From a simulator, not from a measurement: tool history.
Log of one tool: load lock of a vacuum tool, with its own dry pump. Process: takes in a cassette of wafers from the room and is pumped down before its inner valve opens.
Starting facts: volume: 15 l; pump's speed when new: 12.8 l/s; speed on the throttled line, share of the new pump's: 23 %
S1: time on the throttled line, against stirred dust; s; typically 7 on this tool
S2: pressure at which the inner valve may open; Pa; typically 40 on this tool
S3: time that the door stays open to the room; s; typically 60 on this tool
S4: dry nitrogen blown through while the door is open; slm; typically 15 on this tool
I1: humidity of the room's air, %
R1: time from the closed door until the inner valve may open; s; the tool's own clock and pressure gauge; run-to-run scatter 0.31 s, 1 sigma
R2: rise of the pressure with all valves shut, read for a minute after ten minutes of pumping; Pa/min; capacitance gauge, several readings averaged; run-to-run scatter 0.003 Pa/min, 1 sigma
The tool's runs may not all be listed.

Run 1, hour 0.0: usual settings; I1 49.1. Result: R1 14.3 s, R2 0.099 Pa/min.
Run 2, hour 81.9: usual settings but S4 9 slm; I1 43.9. Result: R1 14.2 s, R2 0.104 Pa/min.
Run 3, hour 145.6: usual settings but S4 9 slm; I1 44.9. Result: R1 14.3 s, R2 0.102 Pa/min.
Run 4, hour 190.3: usual settings but S4 13 slm; I1 47.1. Result: R1 14.5 s, R2 0.102 Pa/min.
Run 5, hour 283.8: usual settings but S4 13 slm; I1 43.1. Result: R1 14.5 s, R2 0.099 Pa/min.
Run 6, hour 356.5: usual settings but S3 200 s, S4 13 slm; I1 45.7. Result: R1 14.3 s, R2 0.137 Pa/min.
Run 7, hour 399.6: usual settings; I1 48.1. Result: R1 14.9 s, R2 0.099 Pa/min.
Run 8, hour 477.4: usual settings; I1 45.9. Result: R1 14.4 s, R2 0.097 Pa/min.
Run 9, hour 527.1: usual settings but S1 8 s; I1 42.8. Result: R1 15.5 s, R2 0.100 Pa/min.
Run 10, hour 569.7: usual settings but S1 8 s; I1 45.7. Result: R1 15.2 s, R2 0.095 Pa/min.
Run 11, hour 646.9: usual settings; I1 46.3. Result: R1 14.3 s, R2 0.100 Pa/min.
Run 12, hour 688.4: usual settings; I1 42.1. Result: R1 14.2 s, R2 0.100 Pa/min.
Run 13, hour 760.4: usual settings; I1 47.4. Result: R1 14.9 s, R2 0.097 Pa/min.
Run 14, hour 849.1: usual settings but S1 6 s; I1 46.7. Result: R1 13.8 s, R2 0.105 Pa/min.
Run 15, hour 935.7: usual settings but S2 66 Pa; I1 45.5. Result: R1 14.3 s, R2 0.105 Pa/min.
Run 16, hour 986.0: usual settings; I1 46.0. Result: R1 14.9 s, R2 0.104 Pa/min.
Run 17, hour 1050.5: usual settings; I1 42.4. Result: R1 14.6 s, R2 0.104 Pa/min.
Run 18, hour 1133.5: usual settings; I1 41.9. Result: R1 14.8 s, R2 0.105 Pa/min.
Run 19, hour 1234.7: usual settings but S3 123 s; I1 48.0. Result: R1 14.8 s, R2 0.128 Pa/min.
Run 20, hour 1319.3: usual settings but S2 37 Pa, S3 102 s, S4 41 slm; I1 44.2. Result: R1 14.8 s, R2 0.095 Pa/min.
Run 21, hour 1411.1: usual settings but S1 5 s, S2 42 Pa, S3 128 s; I1 41.8. Result: R1 13.2 s, R2 0.122 Pa/min.
Run 22, hour 1457.2: usual settings but S1 5 s, S2 42 Pa, S3 128 s; I1 39.7. Result: R1 13.2 s, R2 0.119 Pa/min.
Run 23, hour 1502.3: usual settings but S1 4 s, S2 42 Pa, S3 128 s, S4 14 slm; I1 47.1. Result: R1 12.4 s, R2 0.128 Pa/min.
Run 24, hour 1549.5: usual settings but S1 4 s, S2 49 Pa, S3 128 s, S4 14 slm; I1 42.8. Result: R1 11.8 s, R2 0.123 Pa/min.
Run 25, hour 1626.7: usual settings but S1 11 s, S2 36 Pa, S3 61 s, S4 4 slm; I1 46.5. Result: R1 18.1 s, R2 0.128 Pa/min.
Run 26, hour 1712.4: usual settings but S2 43 Pa, S3 112 s; I1 47.6. Result: R1 14.5 s, R2 0.125 Pa/min.
Run 27, hour 1754.9: usual settings but S1 6 s, S2 76 Pa, S3 95 s, S4 39 slm; I1 43.6. Result: R1 12.8 s, R2 0.091 Pa/min.
Run 28, hour 1827.1: usual settings but S1 11 s, S3 234 s; I1 41.1. Result: R1 17.7 s, R2 0.135 Pa/min.
Run 29, hour 1882.3: usual settings but S1 8 s, S2 56 Pa, S3 111 s, S4 29 slm; I1 43.1. Result: R1 15.1 s, R2 0.111 Pa/min.
Run 30, hour 1930.7: usual settings but S1 9 s, S2 56 Pa, S3 111 s, S4 7 slm; I1 41.8. Result: R1 16.1 s, R2 0.142 Pa/min.
Run 31, hour 2004.3: usual settings but S1 5 s, S2 80 Pa, S4 41 slm; I1 47.3. Result: R1 12.3 s, R2 0.105 Pa/min.
Run 32, hour 2099.5: usual settings but S3 123 s, S4 6 slm; I1 50.2. Result: R1 14.9 s, R2 0.152 Pa/min.
Run 33, hour 2149.2: usual settings but S1 12 s, S2 62 Pa, S3 34 s; I1 43.4. Result: R1 17.3 s, R2 0.108 Pa/min.
Run 34, hour 2236.1: usual settings but S1 6 s, S2 29 Pa, S3 167 s, S4 8 slm; I1 45.4. Result: R1 14.7 s, R2 0.162 Pa/min.
Run 35, hour 2280.4: usual settings but S1 5 s, S2 42 Pa, S3 103 s, S4 32 slm; I1 42.9. Result: R1 13.1 s, R2 0.117 Pa/min.
Run 36, hour 2372.9: usual settings but S1 5 s, S2 42 Pa, S3 103 s, S4 32 slm; I1 42.8. Result: R1 13.0 s, R2 0.107 Pa/min.
Run 37, hour 2450.4: usual settings but S1 5 s, S2 33 Pa, S3 103 s, S4 32 slm; I1 48.2. Result: R1 13.6 s, R2 0.109 Pa/min.

Selected run-to-run steps in R2, each split into two signed amounts: the part the tool would show with no hidden state at all (from settings, incoming material and random variation), and the remainder, which goes to the hidden state together with any gauge scatter not common to the measured and the hidden-state-free results:
The tool's hidden condition here consists of: pump's speed, % of a new pump's; leak at the door's seal, Pa l/s; drift of the gauge itself on ready_s, %; drift of the gauge itself on rise_pa_min, %.
Run 13 -> 14: S1 7 -> 6. R2 +0.008 Pa/min: hidden state +0.002, all else +0.006.
Run 18 -> 19: S3 60 -> 123. R2 +0.023 Pa/min: hidden state +0.002, all else +0.021.
Run 25 -> 26: S1 11 -> 7, S2 36 -> 43, S3 61 -> 112, S4 4 -> 15. R2 -0.003 Pa/min: hidden state +0.003, all else -0.006.
Run 31 -> 32: S1 5 -> 7, S2 80 -> 40, S3 60 -> 123, S4 41 -> 6. R2 +0.047 Pa/min: hidden state -0.001, all else +0.048.
Run 33 -> 34: S1 12 -> 6, S2 62 -> 29, S3 34 -> 167, S4 15 -> 8. R2 +0.054 Pa/min: hidden state +0.002, all else +0.052.
Run 34 -> 35: S1 6 -> 5, S2 29 -> 42, S3 167 -> 103, S4 8 -> 32. R2 -0.045 Pa/min: hidden state -0.001, all else -0.044.
